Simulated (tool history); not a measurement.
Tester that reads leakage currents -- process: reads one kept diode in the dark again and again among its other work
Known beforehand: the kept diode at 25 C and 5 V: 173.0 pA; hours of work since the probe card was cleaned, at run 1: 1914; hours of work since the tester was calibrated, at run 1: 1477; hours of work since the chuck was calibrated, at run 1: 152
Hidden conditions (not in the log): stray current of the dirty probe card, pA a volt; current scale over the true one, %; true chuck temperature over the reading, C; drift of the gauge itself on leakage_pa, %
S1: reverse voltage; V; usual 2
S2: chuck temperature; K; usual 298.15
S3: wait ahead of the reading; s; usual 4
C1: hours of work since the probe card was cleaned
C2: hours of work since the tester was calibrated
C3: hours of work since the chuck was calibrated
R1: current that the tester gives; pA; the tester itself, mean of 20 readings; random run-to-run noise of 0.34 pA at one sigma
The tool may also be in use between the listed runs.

run	hour	S1	S2	S3	C1	C2	C3	R1
1	0	2	298.15	4	1914	1477	152	118.21
2	50.3	2	298.15	4	1953	1516	191	118.7
3	93	2	298.15	4	1987	1550	225	118.99
4	141.7	2	298.15	4	2025	1588	263	119.16
5	179.7	2	298.15	4	2055	1618	293	119.78
6	234.9	2	298.15	4	2098	1661	337	120.3
# hour 255.1: probe card cleaned and baked
7	269.1	2	298.15	4	11	1686	361	115.85
8	303.9	2	298.15	4	38	1713	388	116.06
9	338.1	2	298.15	4	65	1740	415	116.62
10	383	2	295.15	4	101	1775	451	92.69
11	444.2	2	295.15	4	149	1823	499	92.07
12	493.7	2	295.15	4	188	1862	538	93.12
13	542.4	2	295.15	4	226	1901	576	93.65
14	600	2	295.15	4	271	1946	621	93.89
15	667.7	2	295.15	4	324	1999	675	95.22
16	699.6	2	298.15	4	350	2024	700	120.53
17	739.3	2	298.15	4	381	2056	731	120.65
18	805.9	2	298.15	4	433	2108	783	121.41
19	875.9	2	298.15	4	488	2163	838	122.2
20	947	2	298.15	0.95	544	2219	894	123.08
21	984	3.36	294.15	0.67	573	2248	923	116.28
22	1022.9	3.36	294.15	0.67	604	2279	954	117
23	1080.4	3.36	294.15	0.67	649	2324	999	117.41
24	1139.9	2	298.15	0.68	696	2371	1046	124.56
25	1174.6	9.26	320.15	4	723	2398	1073	1287.92
26	1234.2	10.42	296.15	3.19	770	2445	1120	243.78
27	1298.2	10.42	296.15	3.19	820	2495	1170	243.71
28	1360.6	10.42	296.15	3.19	869	2544	1219	245.21
29	1424.1	7.16	304.15	1.22	919	2594	1269	374.68
# hour 1435.6: tester calibrated
30	1462.5	1.46	321.15	4	948	21	1298	576.41
31	1509.5	1.46	321.15	4	985	58	1335	575.98
32	1577.3	1.46	321.15	4	1038	111	1388	580.51
33	1619.1	1.46	321.15	4	1071	144	1421	582
34	1656.1	11.43	293.15	0.44	1100	173	1450	215.01
35	1686.7	8.63	329.15	0.44	1124	197	1474	2307.63
36	1720.3	1.86	295.15	0.96	1151	224	1501	100.27
37	1784.7	1.86	319.15	0.93	1201	275	1551	577.76
38	1828.3	1.86	319.15	0.93	1236	309	1586	582.26
39	1867.1	1.86	319.15	0.93	1266	339	1616	583.15

Some steps in R1, run to run, broken into two amounts with sign: the step expected even without the hidden condition (settings, incoming material, random variation), and the rest, left for the hidden condition together with whatever gauge scatter is not in both the measured and the hidden-condition-free result:
Run 24 -> 25: S1 2 -> 9.26, S2 298.15 -> 320.15, S3 0.68 -> 4. R1 +1163.36 pA: hidden state +100.8, all else +1062.56.
Run 34 -> 35: S1 11.43 -> 8.63, S2 293.15 -> 329.15. R1 +2092.62 pA: hidden state +203.44, all else +1889.18.
Run 35 -> 36: S1 8.63 -> 1.86, S2 329.15 -> 295.15, S3 0.44 -> 0.96. R1 -2207.36 pA: hidden state -227.19, all else -1980.17.
